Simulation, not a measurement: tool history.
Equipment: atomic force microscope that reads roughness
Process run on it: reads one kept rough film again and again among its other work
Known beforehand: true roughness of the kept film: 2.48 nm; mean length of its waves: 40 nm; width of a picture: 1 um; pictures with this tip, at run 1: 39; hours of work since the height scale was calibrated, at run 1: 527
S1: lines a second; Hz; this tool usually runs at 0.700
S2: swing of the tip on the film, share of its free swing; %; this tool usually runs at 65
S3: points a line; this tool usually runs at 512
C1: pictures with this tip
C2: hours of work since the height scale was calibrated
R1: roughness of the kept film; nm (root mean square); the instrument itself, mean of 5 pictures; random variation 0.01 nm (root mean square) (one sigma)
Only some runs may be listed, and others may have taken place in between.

run	hour	S1	S2	S3	C1	C2	R1
1	0.0	0.700	65	512	39	527	2.312
2	8.7	0.700	65	512	61	533	2.279
# hour 16.6: new tip fitted
3	20.8	0.700	65	512	10	542	2.285
4	31.7	3.111	65	512	36	550	2.070
5	40.1	3.873	65	512	57	556	1.999
# hour 49.7: new tip fitted
6	53.1	3.873	65	512	8	566	2.007
7	66.6	3.873	65	299	40	576	1.999
8	78.4	0.700	65	512	68	584	2.297
# hour 83.4: new tip fitted
9	87.6	0.700	65	512	11	591	2.299
10	104.8	0.700	65	512	52	603	2.285
# hour 116.6: new tip fitted
11	116.6	0.700	65	512	0	612	2.305
12	128.8	0.700	65	512	29	621	2.302
13	140.4	0.862	65	512	57	629	2.259
# hour 149.7: new tip fitted
14	159.3	0.862	65	512	23	643	2.273
15	168.0	0.862	65	512	44	649	2.269
# hour 182.6: new tip fitted
16	183.8	0.862	65	512	3	661	2.269
17	198.2	0.700	65	512	38	671	2.287
18	212.1	0.700	65	512	71	682	2.280
# hour 216.0: new tip fitted
19	223.2	0.700	65	512	18	689	2.299
20	241.6	0.700	65	512	62	703	2.292
# hour 249.7: new tip fitted
21	249.9	0.700	65	512	1	709	2.309
22	264.3	0.700	65	512	35	719	2.286
# hour 282.8: new tip fitted
23	282.8	0.700	65	512	0	733	2.298
24	300.7	0.700	65	512	43	746	2.297
25	312.0	0.700	65	512	70	754	2.265
# hour 315.8: new tip fitted
26	323.9	0.700	65	512	20	763	2.308
27	340.5	0.700	65	512	60	775	2.300
# hour 348.7: new tip fitted
28	355.2	0.700	65	512	16	786	2.299
29	374.1	0.700	77	324	61	800	2.209
# hour 382.0: new tip fitted
30	386.8	0.712	65	416	12	809	2.283
31	398.1	0.712	65	416	39	817	2.275
32	408.7	0.712	65	416	64	825	2.290
# hour 414.9: new tip fitted
33	425.7	0.712	65	416	26	837	2.286
34	435.9	0.712	55	416	51	845	2.333
35	444.2	3.299	75	512	71	851	1.835

Forecast run 36:
# hour 447.9: new tip fitted
36	458.9	3.440	68	363	27	861	?

For run 36 the tool returned R1 1.954 nm (root mean square).
Were there no unlogged condition in the tool, this run, its random variation unchanged, would have produced R1 1.955 nm (root mean square).
